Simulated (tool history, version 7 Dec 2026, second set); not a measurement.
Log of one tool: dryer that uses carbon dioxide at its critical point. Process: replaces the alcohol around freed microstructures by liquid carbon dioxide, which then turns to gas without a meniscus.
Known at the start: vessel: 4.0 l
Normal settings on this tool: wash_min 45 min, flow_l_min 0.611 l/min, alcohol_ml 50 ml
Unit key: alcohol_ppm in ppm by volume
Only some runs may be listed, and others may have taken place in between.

| run | hour | wash_min | flow_l_min | alcohol_ml | alcohol_ppm |
|---|---|---|---|---|---|
| 1 | 0.0 | 45 | 0.611 | 50 | 147 |
| 2 | 44.6 | 45 | 0.611 | 50 | 162 |
| 3 | 71.1 | 45 | 0.611 | 50 | 181 |
| 4 | 92.6 | 45 | 0.611 | 30 | 124 |
|  | 104.2 | inlet filter changed |
| 5 | 136.4 | 45 | 0.611 | 30 | 95 |
| 6 | 169.9 | 45 | 0.878 | 50 | 61 |
| 7 | 205.0 | 45 | 0.878 | 50 | 71 |
| 8 | 236.1 | 45 | 0.767 | 50 | 97 |
| 9 | 256.2 | 45 | 0.611 | 50 | 174 |
| 10 | 293.1 | 45 | 0.611 | 50 | 175 |
| 11 | 317.8 | 45 | 0.611 | 50 | 180 |
| 12 | 340.1 | 45 | 0.611 | 50 | 208 |
| 13 | 371.0 | 45 | 0.825 | 50 | 113 |
| 14 | 392.0 | 45 | 0.825 | 50 | 118 |
| 15 | 413.5 | 45 | 0.825 | 50 | 119 |
|  | 450.4 | inlet filter changed |
| 16 | 453.4 | 45 | 0.825 | 50 | 119 |
| 17 | 495.4 | 45 | 0.825 | 50 | 122 |
| 18 | 538.6 | 45 | 0.611 | 50 | 210 |
| 19 | 576.1 | 45 | 0.611 | 50 | 215 |
| 20 | 606.7 | 47 | 0.611 | 50 | 204 |
| 21 | 647.8 | 47 | 0.611 | 40 | 208 |
| 22 | 683.1 | 47 | 0.693 | 74 | 215 |
| 23 | 708.1 | 45 | 0.611 | 25 | 208 |
| 24 | 752.7 | 45 | 0.969 | 39 | 152 |
| 25 | 782.0 | 45 | 0.969 | 39 | 154 |
|  | 795.8 | inlet filter changed |
| 26 | 811.7 | 45 | 0.969 | 39 | 157 |
| 27 | 838.6 | 38 | 0.815 | 30 | 171 |
| 28 | 860.9 | 48 | 0.910 | 30 | 171 |
| 29 | 881.7 | 48 | 0.392 | 30 | 438 |
| 30 | 927.5 | 37 | 0.396 | 22 | 600 |
| 31 | 962.1 | 68 | 0.431 | 31 | 224 |
| 32 | 987.9 | 68 | 0.431 | 31 | 226 |
| 33 | 1017.1 | 33 | 0.691 | 64 | 519 |
| 34 | 1040.8 | 27 | 0.975 | 50 | 341 |
| 35 | 1063.2 | 42 | 0.822 | 83 | 255 |
| 36 | 1109.3 | 36 | 0.953 | 62 | 258 |
| 37 | 1139.2 | 36 | 0.953 | 62 | 266 |
|  | 1144.1 | inlet filter changed |
| 38 | 1185.9 | 53 | 0.611 | 50 | 246 |
| 39 | 1213.6 | 62 | 0.611 | 24 | 215 |

Consider 5 possible next runs. They are alternatives, not a sequence: every one starts from the tool as it was left by run 39. What does each give?
| A | 1236.6 | 62 | 0.690 | 24 | ? |
| B | 1236.6 | 45 | 1.004 | 50 | ? |
| C | 1236.6 | 62 | 0.448 | 24 | ? |
| D | 1236.6 | 68 | 0.887 | 99 | ? |
| E | 1236.6 | 64 | 0.607 | 24 | ? |

| run | alcohol_ppm |
|---|---|
| A | 226 |
| B | 211 |
| C | 270 |
| D | 207 |
| E | 229 |
Take away the tool's hidden state, keep each run's random variation, and the runs would have read:
| run | alcohol_ppm |
|---|---|
| A | 9 |
| B | 4 |
| C | 40 |
| D | 0 |
| E | 13 |
